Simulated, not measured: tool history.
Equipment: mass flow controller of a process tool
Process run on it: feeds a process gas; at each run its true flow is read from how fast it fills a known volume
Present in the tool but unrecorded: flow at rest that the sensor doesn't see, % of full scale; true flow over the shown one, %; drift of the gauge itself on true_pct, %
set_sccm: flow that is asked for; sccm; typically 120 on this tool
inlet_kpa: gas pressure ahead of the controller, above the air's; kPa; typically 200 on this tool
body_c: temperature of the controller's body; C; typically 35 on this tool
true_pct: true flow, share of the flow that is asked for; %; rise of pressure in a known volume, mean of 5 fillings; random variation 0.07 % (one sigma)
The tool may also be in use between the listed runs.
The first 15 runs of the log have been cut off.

run,day,set_sccm,inlet_kpa,body_c,hours of work since the controller was set to zero,hours of work since the controller was changed,true_pct
16,72.417,120,200,35,2478,2478,98.00
17,75.396,120,200,33,2505,2505,98.28
18,79.312,120,200,33,2541,2541,98.26
19,86.167,87,205,40,2603,2603,97.28
20,90.058,87,153,21,2638,2638,98.99
21,93.221,87,153,21,2667,2667,98.99
22,99.112,87,153,21,2720,2720,99.05
23,104.325,87,239,22,2767,2767,98.98
24,108.058,170,244,31,2801,2801,99.21
25,113.292,170,244,31,2848,2848,99.08
26,118.242,170,244,31,2893,2893,99.21
27,124.400,170,244,31,2949,2949,99.11
28,130.088,55,257,30,3001,3001,97.93
29,133.367,120,156,36,3030,3030,97.72
30,137.954,32,240,20,3072,3072,98.59
31,143.996,46,240,20,3126,3126,98.60
32,150.512,46,240,20,3185,3185,98.83
33,155.262,46,240,20,3228,3228,98.75

What if the next run were any one of these 5? Each begins from the tool's condition after run 33:
A,160.679,35,158,25,3278,3278,?
B,160.679,120,200,33,3278,3278,?
C,160.679,43,194,25,3278,3278,?
D,160.679,54,219,27,3278,3278,?
E,160.679,104,205,30,3278,3278,?

run,true_pct
A,97.94
B,98.42
C,98.26
D,98.17
E,98.28
Take away the tool's hidden state, keep each run's random variation, and the runs would have read:
run,true_pct
A,97.93
B,98.41
C,98.26
D,98.16
E,98.27

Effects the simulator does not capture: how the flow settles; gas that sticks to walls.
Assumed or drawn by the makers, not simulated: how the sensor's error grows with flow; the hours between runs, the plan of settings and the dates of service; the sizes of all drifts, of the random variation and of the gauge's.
